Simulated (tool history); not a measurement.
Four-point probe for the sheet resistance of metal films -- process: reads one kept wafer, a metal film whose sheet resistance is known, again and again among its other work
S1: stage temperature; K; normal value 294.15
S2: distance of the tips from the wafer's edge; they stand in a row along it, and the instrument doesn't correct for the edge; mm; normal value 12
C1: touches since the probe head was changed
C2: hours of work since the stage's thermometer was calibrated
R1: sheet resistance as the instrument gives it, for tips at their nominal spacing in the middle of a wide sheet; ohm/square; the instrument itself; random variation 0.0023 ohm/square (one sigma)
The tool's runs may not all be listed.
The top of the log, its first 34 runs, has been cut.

run 35 hour=2153.3 | S1=291.15 S2=25 | C1=44601 C2=1061 | R1=11.313586
run 36 hour=2213.3 | S1=293.15 S2=25 | C1=45843 C2=1097 | R1=11.302716
run 37 hour=2282.8 | S1=298.15 S2=74 | C1=47282 C2=1139 | R1=11.265746
run 38 hour=2363.1 | S1=298.15 S2=74 | C1=48945 C2=1188 | R1=11.261959
run 39 hour=2445.3 | S1=295.15 S2=8 | C1=50647 C2=1238 | R1=11.313824
run 40 hour=2527.9 | S1=295.15 S2=5 | C1=52359 C2=1288 | R1=11.352085
run 41 hour=2604.9 | S1=295.15 S2=5 | C1=53954 C2=1335 | R1=11.349764
run 42 hour=2671.7 | S1=295.15 S2=5 | C1=55336 C2=1376 | R1=11.348747
run 43 hour=2722.5 | S1=292.15 S2=16 | C1=56389 C2=1407 | R1=11.318334
run 44 hour=2797.8 | S1=292.15 S2=16 | C1=57950 C2=1452 | R1=11.322053

Here are 3 independent what-if runs from the current tool condition. What would each one return?
run A hour=2879.6 | S1=292.15 S2=21 | C1=59643 C2=1502 | R1=?
run B hour=2879.6 | S1=300.15 S2=10 | C1=59643 C2=1502 | R1=?
run C hour=2879.6 | S1=291.15 S2=29 | C1=59643 C2=1502 | R1=?

run=A R1=11.318924
run=B R1=11.271094
run=C R1=11.327022
Stripped of hidden state, with their random variation kept, the same runs would have yielded:
run=A R1=11.289426
run=B R1=11.242022
run=C R1=11.297464
